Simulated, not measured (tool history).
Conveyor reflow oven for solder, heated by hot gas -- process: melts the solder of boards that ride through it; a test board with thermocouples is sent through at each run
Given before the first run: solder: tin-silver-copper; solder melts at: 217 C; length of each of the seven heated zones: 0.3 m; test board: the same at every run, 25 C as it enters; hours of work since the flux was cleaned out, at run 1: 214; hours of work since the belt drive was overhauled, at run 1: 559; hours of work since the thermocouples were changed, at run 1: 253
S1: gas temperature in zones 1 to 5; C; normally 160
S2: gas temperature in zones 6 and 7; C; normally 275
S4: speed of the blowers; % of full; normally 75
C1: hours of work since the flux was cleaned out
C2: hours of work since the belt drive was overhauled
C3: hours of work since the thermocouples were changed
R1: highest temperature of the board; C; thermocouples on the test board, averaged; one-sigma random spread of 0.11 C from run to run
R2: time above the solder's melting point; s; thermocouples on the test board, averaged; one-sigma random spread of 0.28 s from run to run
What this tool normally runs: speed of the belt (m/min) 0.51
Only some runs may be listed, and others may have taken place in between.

{"run": 1, "hour": 0.0, "S1": 160, "S2": 275, "speed of the belt (m/min)": 0.51, "S4": 75, "C1": 214, "C2": 559, "C3": 253, "R1": 259.2, "R2": 54}
{"run": 2, "hour": 33.0, "S1": 160, "S2": 275, "speed of the belt (m/min)": 0.51, "S4": 75, "C1": 234, "C2": 578, "C3": 273, "R1": 259, "R2": 54.1}
{"run": 3, "hour": 70.6, "S1": 160, "S2": 275, "speed of the belt (m/min)": 0.51, "S4": 75, "C1": 256, "C2": 600, "C3": 295, "R1": 259.1, "R2": 54.1}
{"hour": 90.0, "done": "flux residue cleaned out of gas plates and filters"}
{"run": 4, "hour": 101.8, "S1": 160, "S2": 275, "speed of the belt (m/min)": 0.51, "S4": 75, "C1": 7, "C2": 616, "C3": 310, "R1": 258.2, "R2": 53}
{"run": 5, "hour": 131.6, "S1": 160, "S2": 275, "speed of the belt (m/min)": 0.51, "S4": 75, "C1": 24, "C2": 633, "C3": 328, "R1": 258.1, "R2": 53.6}
{"run": 6, "hour": 152.1, "S1": 160, "S2": 275, "speed of the belt (m/min)": 0.51, "S4": 75, "C1": 37, "C2": 645, "C3": 340, "R1": 258, "R2": 52.9}
{"run": 7, "hour": 172.7, "S1": 160, "S2": 284, "speed of the belt (m/min)": 0.51, "S4": 75, "C1": 49, "C2": 657, "C3": 352, "R1": 265.8, "R2": 57.2}
{"run": 8, "hour": 202.0, "S1": 160, "S2": 284, "speed of the belt (m/min)": 0.51, "S4": 75, "C1": 66, "C2": 675, "C3": 369, "R1": 265.9, "R2": 56.6}
{"run": 9, "hour": 220.9, "S1": 160, "S2": 275, "speed of the belt (m/min)": 0.51, "S4": 75, "C1": 77, "C2": 686, "C3": 380, "R1": 258, "R2": 52.6}
{"run": 10, "hour": 244.7, "S1": 160, "S2": 275, "speed of the belt (m/min)": 0.51, "S4": 75, "C1": 91, "C2": 700, "C3": 394, "R1": 257.8, "R2": 53}
{"run": 11, "hour": 266.8, "S1": 160, "S2": 275, "speed of the belt (m/min)": 0.51, "S4": 75, "C1": 104, "C2": 713, "C3": 407, "R1": 257.8, "R2": 52.8}
{"run": 12, "hour": 297.9, "S1": 160, "S2": 275, "speed of the belt (m/min)": 0.51, "S4": 75, "C1": 122, "C2": 731, "C3": 425, "R1": 257.9, "R2": 53.4}
{"run": 13, "hour": 317.7, "S1": 160, "S2": 275, "speed of the belt (m/min)": 0.51, "S4": 75, "C1": 134, "C2": 743, "C3": 437, "R1": 257.7, "R2": 53.3}
{"hour": 331.3, "done": "flux residue cleaned out of gas plates and filters, once more"}
{"run": 14, "hour": 341.0, "S1": 160, "S2": 275, "speed of the belt (m/min)": 0.51, "S4": 75, "C1": 6, "C2": 753, "C3": 448, "R1": 260.3, "R2": 55}

Run 15 is up next; what results do you expect?
{"run": 15, "hour": 376.9, "S1": 160, "S2": 275, "speed of the belt (m/min)": 0.554, "S4": 75, "C1": 27, "C2": 774, "C3": 469, "R1": "?", "R2": "?"}

R1: 257.4 C
R2: 48.8 s
Minus the tool's unlogged condition, the same run would have read R1 256.2 C, R2 47.1 s.
